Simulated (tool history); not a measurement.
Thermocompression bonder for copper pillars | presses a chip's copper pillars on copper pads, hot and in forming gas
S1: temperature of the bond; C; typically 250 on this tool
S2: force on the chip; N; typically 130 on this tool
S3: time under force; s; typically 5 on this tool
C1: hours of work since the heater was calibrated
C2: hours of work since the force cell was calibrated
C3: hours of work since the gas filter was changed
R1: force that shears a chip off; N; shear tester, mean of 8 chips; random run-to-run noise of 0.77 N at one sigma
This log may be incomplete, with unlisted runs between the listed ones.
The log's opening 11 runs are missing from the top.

run 12 hour=823.7 | S1=250 S2=130 S3=12 | C1=795 C2=1447 C3=275 | R1=84.5
run 13 hour=885.7 | S1=250 S2=96 S3=5 | C1=837 C2=1489 C3=317 | R1=61.3
-- hour=937.7 forming gas filter changed
run 14 hour=965.4 | S1=250 S2=96 S3=5 | C1=891 C2=1543 C3=19 | R1=67.9
run 15 hour=1028.6 | S1=250 S2=96 S3=5 | C1=934 C2=1586 C3=62 | R1=66.1
-- hour=1055 force cell calibrated
run 16 hour=1097.3 | S1=250 S2=86 S3=5 | C1=980 C2=29 C3=107 | R1=60.6
run 17 hour=1171.5 | S1=250 S2=86 S3=5 | C1=1030 C2=79 C3=158 | R1=60.3
run 18 hour=1226.3 | S1=250 S2=86 S3=5 | C1=1067 C2=116 C3=195 | R1=59.4
run 19 hour=1310 | S1=250 S2=130 S3=3 | C1=1124 C2=173 C3=252 | R1=62
run 20 hour=1398.3 | S1=250 S2=130 S3=3 | C1=1184 C2=233 C3=312 | R1=61.1
-- hour=1452.9 forming gas filter changed
run 21 hour=1465.1 | S1=242 S2=157 S3=6 | C1=1229 C2=278 C3=8 | R1=82.4
run 22 hour=1527 | S1=224 S2=157 S3=3 | C1=1271 C2=320 C3=50 | R1=58.4
-- hour=1543.5 heater calibrated with a thermocouple chip
run 23 hour=1623.1 | S1=224 S2=157 S3=3 | C1=54 C2=384 C3=114 | R1=51.1
run 24 hour=1678.4 | S1=241 S2=88 S3=5 | C1=92 C2=421 C3=152 | R1=53.2
run 25 hour=1754.6 | S1=241 S2=88 S3=5 | C1=143 C2=473 C3=203 | R1=51.3
run 26 hour=1847.7 | S1=255 S2=183 S3=7 | C1=206 C2=536 C3=267 | R1=86.3
run 27 hour=1918.3 | S1=236 S2=136 S3=3 | C1=254 C2=584 C3=315 | R1=51.9
-- hour=1966.3 forming gas filter changed
run 28 hour=1966.3 | S1=273 S2=97 S3=8 | C1=287 C2=616 C3=0 | R1=86.7
run 29 hour=2008.7 | S1=273 S2=97 S3=8 | C1=315 C2=645 C3=29 | R1=85.8

Predict the results of run 30:
run 30 hour=2072.7 | S1=273 S2=97 S3=8 | C1=359 C2=689 C3=72 | R1=?

R1: 84.5 N
Without the tool's hidden state the same run would have given R1 84.4 N.
